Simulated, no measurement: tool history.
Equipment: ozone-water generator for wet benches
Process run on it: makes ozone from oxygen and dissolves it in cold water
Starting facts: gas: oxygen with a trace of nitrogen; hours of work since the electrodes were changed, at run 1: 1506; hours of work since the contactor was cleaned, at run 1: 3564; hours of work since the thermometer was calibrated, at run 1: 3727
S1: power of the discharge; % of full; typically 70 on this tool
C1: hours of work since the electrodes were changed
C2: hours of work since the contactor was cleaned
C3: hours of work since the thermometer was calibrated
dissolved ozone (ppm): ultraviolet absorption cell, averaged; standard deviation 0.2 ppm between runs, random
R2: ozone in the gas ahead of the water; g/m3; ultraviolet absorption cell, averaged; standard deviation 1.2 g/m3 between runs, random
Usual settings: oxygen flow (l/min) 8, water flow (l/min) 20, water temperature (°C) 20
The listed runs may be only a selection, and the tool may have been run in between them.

Run 1, day 0: usual settings; C1 1506; C2 3564; C3 3727. Result: dissolved ozone (ppm) 25.5, R2 198.1 g/m3.
Run 2, day 2.696: usual settings; C1 1554; C2 3611; C3 3775. Result: dissolved ozone (ppm) 25.5, R2 198.1 g/m3.
Run 3, day 5.229: usual settings; C1 1598; C2 3656; C3 3819. Result: dissolved ozone (ppm) 25.3, R2 198.2 g/m3.
Run 4, day 6.696: usual settings; C1 1624; C2 3682; C3 3845. Result: dissolved ozone (ppm) 24.8, R2 197.5 g/m3.
Run 5, day 8.421: usual settings; C1 1655; C2 3712; C3 3876. Result: dissolved ozone (ppm) 25.2, R2 195.4 g/m3.
Run 6, day 11.025: usual settings but water flow (l/min) 28; C1 1700; C2 3758; C3 3921. Result: dissolved ozone (ppm) 19.1, R2 198.6 g/m3.
Run 7, day 12.929: usual settings but water flow (l/min) 28; C1 1734; C2 3792; C3 3955. Result: dissolved ozone (ppm) 19, R2 196.2 g/m3.
Run 8, day 14.729: usual settings but S1 42 % of full, water flow (l/min) 28; C1 1766; C2 3824; C3 3987. Result: dissolved ozone (ppm) 13.1, R2 134.8 g/m3.
Run 9, day 17.112: usual settings but S1 42 % of full, water flow (l/min) 28; C1 1808; C2 3866; C3 4029. Result: dissolved ozone (ppm) 13, R2 135.6 g/m3.
Run 10, day 20.425: usual settings but S1 42 % of full, water flow (l/min) 28; C1 1866; C2 3924; C3 4087. Result: dissolved ozone (ppm) 12.9, R2 135.2 g/m3.
Run 11, day 23.471: usual settings but S1 42 % of full, water flow (l/min) 28; C1 1920; C2 3978; C3 4141. Result: dissolved ozone (ppm) 12.8, R2 134.2 g/m3.
Run 12, day 26.738: usual settings; C1 1978; C2 4035; C3 4199. Result: dissolved ozone (ppm) 25.1, R2 195.4 g/m3.
Run 13, day 28.571: usual settings but S1 46 % of full; C1 2010; C2 4068; C3 4231. Result: dissolved ozone (ppm) 18.3, R2 142.1 g/m3.
Run 14, day 30.15: usual settings but S1 42 % of full, water flow (l/min) 32; C1 2038; C2 4096; C3 4259. Result: dissolved ozone (ppm) 11.1, R2 133.3 g/m3.
Run 15, day 31.771: usual settings but S1 60 % of full, oxygen flow (l/min) 11.98; C1 2067; C2 4124; C3 4288. Result: dissolved ozone (ppm) 20.4, R2 138.2 g/m3.
Run 16, day 33.588: usual settings but S1 47 % of full, oxygen flow (l/min) 11.98, water flow (l/min) 31, water temperature (°C) 18; C1 2099; C2 4156; C3 4320. Result: dissolved ozone (ppm) 12.7, R2 116.5 g/m3.
Run 17, day 35.438: usual settings but S1 63 % of full; C1 2131; C2 4189; C3 4352. Result: dissolved ozone (ppm) 22.9, R2 180.5 g/m3.
Run 18, day 37.112: usual settings but S1 63 % of full; C1 2161; C2 4219; C3 4382. Result: dissolved ozone (ppm) 23, R2 179.6 g/m3.
Run 19, day 39.983: usual settings but S1 63 % of full; C1 2211; C2 4269; C3 4432. Result: dissolved ozone (ppm) 23, R2 179.5 g/m3.
Run 20, day 42.958: usual settings but S1 63 % of full; C1 2264; C2 4322; C3 4485. Result: dissolved ozone (ppm) 22.7, R2 179.2 g/m3.

Run 21 is up next; what results do you expect?
Run 21, day 45.896: usual settings but S1 63 % of full; C1 2316; C2 4374; C3 4537. Result: dissolved ozone (ppm) ?, R2 ?.

dissolved ozone (ppm): 22.6
R2: 180.1 g/m3
If the tool had no hidden condition, the same run with the same run-to-run variation would have returned dissolved ozone (ppm) 25.7, R2 193.4 g/m3.
